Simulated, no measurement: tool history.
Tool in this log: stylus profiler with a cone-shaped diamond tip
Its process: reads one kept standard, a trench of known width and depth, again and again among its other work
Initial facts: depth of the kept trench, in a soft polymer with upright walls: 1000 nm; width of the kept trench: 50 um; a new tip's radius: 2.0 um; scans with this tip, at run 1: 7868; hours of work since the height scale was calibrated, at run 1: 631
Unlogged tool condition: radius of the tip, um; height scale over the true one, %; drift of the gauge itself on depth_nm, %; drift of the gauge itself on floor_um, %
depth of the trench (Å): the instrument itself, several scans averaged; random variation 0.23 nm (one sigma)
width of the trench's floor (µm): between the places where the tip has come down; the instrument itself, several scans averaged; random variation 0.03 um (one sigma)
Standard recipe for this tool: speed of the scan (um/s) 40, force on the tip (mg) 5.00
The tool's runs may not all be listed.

run,hour,speed of the scan (um/s),force on the tip (mg),scans with this tip,hours of work since the height scale was calibrated,depth of the trench (Å),width of the trench's floor (µm)
1,0.0,40,5.00,7868,631,10115.4,46.30
2,17.5,40,5.00,8003,642,10116.8,46.33
3,43.7,47,5.00,8204,658,10118.3,46.36
4,67.8,40,5.00,8388,673,10116.3,46.38
5,78.9,40,5.00,8473,680,10114.9,46.39
6,103.6,40,5.00,8663,695,10121.2,46.33
7,116.2,40,2.45,8759,703,10078.3,46.28
8,136.1,40,5.00,8912,715,10116.4,46.34
9,146.9,31,5.00,8995,722,10120.2,46.38
10,167.9,40,5.00,9156,735,10116.1,46.33
11,185.9,40,5.95,9294,746,10133.3,46.34
12,204.7,40,3.35,9438,757,10094.4,46.36
13,223.4,28,11.61,9582,769,10204.1,46.48
14,241.0,89,3.26,9716,780,10092.2,46.05
15,257.8,89,3.26,9845,790,10091.3,46.06
16,271.9,40,10.91,9953,799,10200.3,46.39
17,282.9,40,10.91,10038,805,10201.8,46.46
18,301.9,40,10.91,10184,817,10197.9,46.44
19,312.9,40,10.91,10268,824,10197.9,46.40

Here are 4 independent what-if runs from the current tool condition. What would each one return?
A,324.6,90,8.16,10358,831,?,?
B,324.6,11,6.44,10358,831,?,?
C,324.6,40,5.99,10358,831,?,?
D,324.6,33,4.88,10358,831,?,?

run,depth of the trench (Å),width of the trench's floor (µm)
A,10164.6,46.20
B,10141.5,46.44
C,10133.6,46.37
D,10116.0,46.40
Without the tool's hidden state the same runs would have given:
run,depth of the trench (Å),width of the trench's floor (µm)
A,10164.9,46.22
B,10141.8,46.45
C,10133.9,46.38
D,10116.3,46.41

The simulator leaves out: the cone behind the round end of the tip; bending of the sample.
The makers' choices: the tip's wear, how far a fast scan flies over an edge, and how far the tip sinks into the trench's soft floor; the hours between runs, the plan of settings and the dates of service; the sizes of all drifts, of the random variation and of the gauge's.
